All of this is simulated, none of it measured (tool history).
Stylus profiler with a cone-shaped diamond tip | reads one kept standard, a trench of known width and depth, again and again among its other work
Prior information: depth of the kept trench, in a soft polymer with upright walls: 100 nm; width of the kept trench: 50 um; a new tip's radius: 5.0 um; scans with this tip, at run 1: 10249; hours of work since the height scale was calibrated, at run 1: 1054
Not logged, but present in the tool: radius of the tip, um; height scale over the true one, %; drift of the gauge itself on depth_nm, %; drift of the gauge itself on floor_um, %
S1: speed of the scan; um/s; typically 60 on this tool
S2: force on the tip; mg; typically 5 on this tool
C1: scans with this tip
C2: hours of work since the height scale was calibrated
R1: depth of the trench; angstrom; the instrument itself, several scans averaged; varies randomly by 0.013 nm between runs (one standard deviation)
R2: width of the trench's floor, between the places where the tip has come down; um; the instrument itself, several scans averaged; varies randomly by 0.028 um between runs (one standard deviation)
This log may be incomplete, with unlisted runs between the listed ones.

run 1 day=0 | S1=60 S2=5 | C1=10249 C2=1054 | R1=1009.2 R2=47.46
-- day=4.071 height scale calibrated on a step standard
run 2 day=5.183 | S1=60 S2=5 | C1=11171 C2=20 | R1=1006.9 R2=47.46
run 3 day=8.925 | S1=60 S2=5 | C1=11839 C2=89 | R1=1007.1 R2=47.4
run 4 day=14.442 | S1=60 S2=5 | C1=12824 C2=190 | R1=1006.9 R2=47.34
-- day=17.45 height scale calibrated on a step standard, once more
run 5 day=19.754 | S1=60 S2=7.08 | C1=13769 C2=42 | R1=1014.2 R2=47.37
run 6 day=25.692 | S1=60 S2=3.94 | C1=14830 C2=151 | R1=1009.3 R2=47.29
run 7 day=31.229 | S1=60 S2=3.94 | C1=15819 C2=253 | R1=1008.9 R2=47.24
run 8 day=33.7 | S1=60 S2=3.94 | C1=16259 C2=298 | R1=1008.6 R2=47.28
run 9 day=39.638 | S1=60 S2=3.94 | C1=17320 C2=408 | R1=1008.4 R2=47.22
run 10 day=43.721 | S1=60 S2=3.94 | C1=18049 C2=483 | R1=1008.2 R2=47.15
run 11 day=46.258 | S1=60 S2=3.94 | C1=18502 C2=529 | R1=1008.3 R2=47.22
-- day=49.8 new tip fitted, height scale calibrated
run 12 day=52.042 | S1=91 S2=3.94 | C1=401 C2=41 | R1=1009.5 R2=47.57
run 13 day=55.942 | S1=60 S2=5 | C1=1098 C2=113 | R1=1011.2 R2=47.79
run 14 day=60.9 | S1=60 S2=14.62 | C1=1983 C2=204 | R1=1022.9 R2=47.82
run 15 day=65.308 | S1=35 S2=1.9 | C1=2770 C2=285 | R1=1005.4 R2=47.64
run 16 day=71.088 | S1=56 S2=10.78 | C1=3802 C2=391 | R1=1018.1 R2=47.71
run 17 day=75.842 | S1=95 S2=5.52 | C1=4651 C2=478 | R1=1011 R2=47.45
run 18 day=81.112 | S1=95 S2=5.52 | C1=5593 C2=575 | R1=1010.6 R2=47.47
run 19 day=85.962 | S1=64 S2=1.76 | C1=6458 C2=664 | R1=1004.1 R2=47.36
run 20 day=89.862 | S1=235 S2=7.17 | C1=7155 C2=736 | R1=1012.8 R2=47.02
run 21 day=94.033 | S1=235 S2=7.17 | C1=7900 C2=813 | R1=1012.2 R2=47
run 22 day=96.792 | S1=140 S2=2.83 | C1=8392 C2=863 | R1=1005.5 R2=47.05
run 23 day=99.767 | S1=114 S2=8.15 | C1=8924 C2=918 | R1=1013.6 R2=47.33
run 24 day=102.712 | S1=60 S2=4.28 | C1=9450 C2=972 | R1=1007.8 R2=47.49
run 25 day=106.775 | S1=60 S2=4.28 | C1=10175 C2=1047 | R1=1007.7 R2=47.43
-- day=111.046 height scale calibrated on a step standard
run 26 day=112.317 | S1=216 S2=2.76 | C1=11161 C2=23 | R1=1007.6 R2=46.53
run 27 day=117.633 | S1=216 S2=2.76 | C1=12111 C2=121 | R1=1007.6 R2=46.48
run 28 day=122.983 | S1=216 S2=2.76 | C1=13066 C2=219 | R1=1007.3 R2=46.41

Each run again, without the hidden state but with its own random variation kept:
run=1 R1=1011.6 R2=47.79
run=2 R1=1011.3 R2=47.81
run=3 R1=1011.7 R2=47.76
run=4 R1=1011.7 R2=47.74
run=5 R1=1014.5 R2=47.79
run=6 R1=1009.9 R2=47.75
run=7 R1=1009.8 R2=47.73
run=8 R1=1009.7 R2=47.78
run=9 R1=1009.7 R2=47.75
run=10 R1=1009.7 R2=47.7
run=11 R1=1009.9 R2=47.78
run=12 R1=1009.8 R2=47.59
run=13 R1=1011.6 R2=47.83
run=14 R1=1023.6 R2=47.89
run=15 R1=1006.3 R2=47.74
run=16 R1=1019.3 R2=47.84
run=17 R1=1012.4 R2=47.61
run=18 R1=1012.2 R2=47.66
run=19 R1=1005.9 R2=47.58
run=20 R1=1014.9 R2=47.26
run=21 R1=1014.4 R2=47.26
run=22 R1=1007.9 R2=47.33
run=23 R1=1016.1 R2=47.62
run=24 R1=1010.4 R2=47.8
run=25 R1=1010.5 R2=47.77
run=26 R1=1007.5 R2=46.89
run=27 R1=1007.7 R2=46.87
run=28 R1=1007.7 R2=46.82

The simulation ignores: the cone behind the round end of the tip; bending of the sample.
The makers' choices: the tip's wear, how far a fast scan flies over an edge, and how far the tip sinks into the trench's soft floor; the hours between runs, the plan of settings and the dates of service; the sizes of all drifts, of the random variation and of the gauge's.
